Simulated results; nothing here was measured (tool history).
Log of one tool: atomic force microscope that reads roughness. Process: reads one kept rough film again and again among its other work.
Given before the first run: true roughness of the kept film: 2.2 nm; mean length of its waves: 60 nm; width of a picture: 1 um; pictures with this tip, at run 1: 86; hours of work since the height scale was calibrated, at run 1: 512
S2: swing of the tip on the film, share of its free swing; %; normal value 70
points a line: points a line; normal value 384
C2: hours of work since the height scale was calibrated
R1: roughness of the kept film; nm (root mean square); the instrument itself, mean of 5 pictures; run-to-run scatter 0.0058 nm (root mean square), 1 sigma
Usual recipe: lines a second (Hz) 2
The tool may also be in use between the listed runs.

run 1 day=0 | lines_a_second_(Hz)=2 S2=70 points_a_line=384 | pictures_with_this_tip=86 C2=512 | R1=1.922
run 2 day=0.688 | lines_a_second_(Hz)=2 S2=70 points_a_line=384 | pictures_with_this_tip=117 C2=524 | R1=1.899
run 3 day=1.408 | lines_a_second_(Hz)=2 S2=70 points_a_line=384 | pictures_with_this_tip=149 C2=537 | R1=1.891
run 4 day=2.092 | lines_a_second_(Hz)=1.67 S2=70 points_a_line=384 | pictures_with_this_tip=179 C2=550 | R1=1.897
-- day=2.3 new tip fitted
run 5 day=2.654 | lines_a_second_(Hz)=1.67 S2=70 points_a_line=384 | pictures_with_this_tip=16 C2=560 | R1=1.997
run 6 day=3.296 | lines_a_second_(Hz)=2 S2=77 points_a_line=384 | pictures_with_this_tip=44 C2=571 | R1=1.871
run 7 day=4.35 | lines_a_second_(Hz)=2 S2=77 points_a_line=384 | pictures_with_this_tip=91 C2=590 | R1=1.828
run 8 day=5.65 | lines_a_second_(Hz)=3.25 S2=77 points_a_line=384 | pictures_with_this_tip=149 C2=614 | R1=1.682
run 9 day=6.308 | lines_a_second_(Hz)=1.59 S2=70 points_a_line=384 | pictures_with_this_tip=178 C2=626 | R1=1.892
-- day=6.575 new tip fitted
run 10 day=7.025 | lines_a_second_(Hz)=1.59 S2=70 points_a_line=384 | pictures_with_this_tip=20 C2=639 | R1=1.991
run 11 day=7.946 | lines_a_second_(Hz)=1.59 S2=70 points_a_line=384 | pictures_with_this_tip=61 C2=656 | R1=1.975
run 12 day=8.525 | lines_a_second_(Hz)=1.59 S2=70 points_a_line=384 | pictures_with_this_tip=87 C2=666 | R1=1.96
run 13 day=9.521 | lines_a_second_(Hz)=2 S2=70 points_a_line=384 | pictures_with_this_tip=131 C2=684 | R1=1.892
run 14 day=10.442 | lines_a_second_(Hz)=2 S2=70 points_a_line=722 | pictures_with_this_tip=172 C2=701 | R1=1.883
-- day=10.833 new tip fitted
run 15 day=11.708 | lines_a_second_(Hz)=2 S2=70 points_a_line=722 | pictures_with_this_tip=39 C2=724 | R1=1.947
run 16 day=12.488 | lines_a_second_(Hz)=2 S2=70 points_a_line=722 | pictures_with_this_tip=73 C2=738 | R1=1.923
run 17 day=13.508 | lines_a_second_(Hz)=2 S2=70 points_a_line=722 | pictures_with_this_tip=119 C2=757 | R1=1.897
run 18 day=14.412 | lines_a_second_(Hz)=2 S2=70 points_a_line=722 | pictures_with_this_tip=159 C2=773 | R1=1.881
-- day=15.083 new tip fitted
run 19 day=15.104 | lines_a_second_(Hz)=2 S2=70 points_a_line=722 | pictures_with_this_tip=1 C2=785 | R1=1.975
run 20 day=16.025 | lines_a_second_(Hz)=2 S2=57 points_a_line=384 | pictures_with_this_tip=42 C2=802 | R1=2.043
run 21 day=17.208 | lines_a_second_(Hz)=2 S2=57 points_a_line=384 | pictures_with_this_tip=94 C2=824 | R1=2.015
run 22 day=18.429 | lines_a_second_(Hz)=2 S2=64 points_a_line=384 | pictures_with_this_tip=149 C2=846 | R1=1.941
-- day=19.367 new tip fitted
run 23 day=19.721 | lines_a_second_(Hz)=2 S2=64 points_a_line=384 | pictures_with_this_tip=15 C2=869 | R1=1.991
run 24 day=20.346 | lines_a_second_(Hz)=2 S2=64 points_a_line=384 | pictures_with_this_tip=43 C2=881 | R1=1.978
run 25 day=21.121 | lines_a_second_(Hz)=2 S2=70 points_a_line=356 | pictures_with_this_tip=78 C2=895 | R1=1.91
run 26 day=22.254 | lines_a_second_(Hz)=2 S2=70 points_a_line=384 | pictures_with_this_tip=128 C2=915 | R1=1.895
run 27 day=23.088 | lines_a_second_(Hz)=2 S2=70 points_a_line=876 | pictures_with_this_tip=165 C2=931 | R1=1.88
-- day=23.717 new tip fitted
run 28 day=24.183 | lines_a_second_(Hz)=2 S2=70 points_a_line=876 | pictures_with_this_tip=21 C2=950 | R1=1.957
run 29 day=25.025 | lines_a_second_(Hz)=2 S2=71 points_a_line=384 | pictures_with_this_tip=58 C2=966 | R1=1.922
run 30 day=26.096 | lines_a_second_(Hz)=0.86 S2=72 points_a_line=328 | pictures_with_this_tip=106 C2=985 | R1=1.999
run 31 day=26.65 | lines_a_second_(Hz)=2.01 S2=57 points_a_line=384 | pictures_with_this_tip=131 C2=995 | R1=1.995
run 32 day=27.771 | lines_a_second_(Hz)=0.7 S2=75 points_a_line=384 | pictures_with_this_tip=180 C2=1016 | R1=1.961
-- day=27.962 new tip fitted
run 33 day=28.346 | lines_a_second_(Hz)=1.1 S2=64 points_a_line=942 | pictures_with_this_tip=17 C2=1026 | R1=2.062
run 34 day=29.083 | lines_a_second_(Hz)=1.1 S2=64 points_a_line=942 | pictures_with_this_tip=50 C2=1039 | R1=2.049
run 35 day=30.188 | lines_a_second_(Hz)=0.71 S2=64 points_a_line=263 | pictures_with_this_tip=99 C2=1059 | R1=2.039
run 36 day=30.804 | lines_a_second_(Hz)=2.18 S2=84 points_a_line=547 | pictures_with_this_tip=126 C2=1071 | R1=1.712
run 37 day=31.762 | lines_a_second_(Hz)=1.79 S2=63 points_a_line=397 | pictures_with_this_tip=169 C2=1088 | R1=1.939
-- day=32.3 new tip fitted
run 38 day=32.592 | lines_a_second_(Hz)=1.92 S2=63 points_a_line=631 | pictures_with_this_tip=13 C2=1103 | R1=2.012
run 39 day=33.925 | lines_a_second_(Hz)=2.57 S2=67 points_a_line=612 | pictures_with_this_tip=72 C2=1127 | R1=1.908
run 40 day=34.521 | lines_a_second_(Hz)=3.28 S2=72 points_a_line=612 | pictures_with_this_tip=99 C2=1138 | R1=1.78
run 41 day=35.288 | lines_a_second_(Hz)=3.28 S2=72 points_a_line=612 | pictures_with_this_tip=133 C2=1152 | R1=1.754
run 42 day=36.371 | lines_a_second_(Hz)=3.28 S2=79 points_a_line=993 | pictures_with_this_tip=181 C2=1172 | R1=1.631
-- day=36.567 new tip fitted
run 43 day=37.588 | lines_a_second_(Hz)=0.62 S2=74 points_a_line=378 | pictures_with_this_tip=45 C2=1193 | R1=2.042
run 44 day=38.908 | lines_a_second_(Hz)=0.62 S2=74 points_a_line=378 | pictures_with_this_tip=104 C2=1218 | R1=2.009
run 45 day=39.588 | lines_a_second_(Hz)=3.08 S2=89 points_a_line=378 | pictures_with_this_tip=135 C2=1230 | R1=1.495
run 46 day=40.633 | lines_a_second_(Hz)=1.33 S2=55 points_a_line=384 | pictures_with_this_tip=181 C2=1249 | R1=1.982
-- day=40.862 new tip fitted
run 47 day=41.975 | lines_a_second_(Hz)=3.21 S2=61 points_a_line=297 | pictures_with_this_tip=50 C2=1273 | R1=1.945
run 48 day=42.792 | lines_a_second_(Hz)=3.21 S2=61 points_a_line=297 | pictures_with_this_tip=86 C2=1288 | R1=1.927
run 49 day=43.492 | lines_a_second_(Hz)=0.5 S2=79 points_a_line=797 | pictures_with_this_tip=117 C2=1301 | R1=2.005
run 50 day=44.55 | lines_a_second_(Hz)=2.38 S2=79 points_a_line=890 | pictures_with_this_tip=164 C2=1320 | R1=1.741
-- day=45.104 new tip fitted
run 51 day=45.688 | lines_a_second_(Hz)=2.63 S2=82 points_a_line=393 | pictures_with_this_tip=26 C2=1340 | R1=1.729
run 52 day=46.567 | lines_a_second_(Hz)=2 S2=63 points_a_line=384 | pictures_with_this_tip=65 C2=1356 | R1=1.984

4 options for the next run, each taken on its own from the tool as it stands now. Forecast them:
run A day=47.817 | lines_a_second_(Hz)=3.68 S2=63 points_a_line=384 | pictures_with_this_tip=121 C2=1379 | R1=?
run B day=47.817 | lines_a_second_(Hz)=2 S2=77 points_a_line=384 | pictures_with_this_tip=121 C2=1379 | R1=?
run C day=47.817 | lines_a_second_(Hz)=2 S2=60 points_a_line=384 | pictures_with_this_tip=121 C2=1379 | R1=?
run D day=47.817 | lines_a_second_(Hz)=1.23 S2=76 points_a_line=405 | pictures_with_this_tip=121 C2=1379 | R1=?

run=A R1=1.872
run=B R1=1.828
run=C R1=1.969
run=D R1=1.904
Without the tool's hidden state the same runs would have given:
run=A R1=1.95
run=B R1=1.904
run=C R1=2.051
run=D R1=1.983

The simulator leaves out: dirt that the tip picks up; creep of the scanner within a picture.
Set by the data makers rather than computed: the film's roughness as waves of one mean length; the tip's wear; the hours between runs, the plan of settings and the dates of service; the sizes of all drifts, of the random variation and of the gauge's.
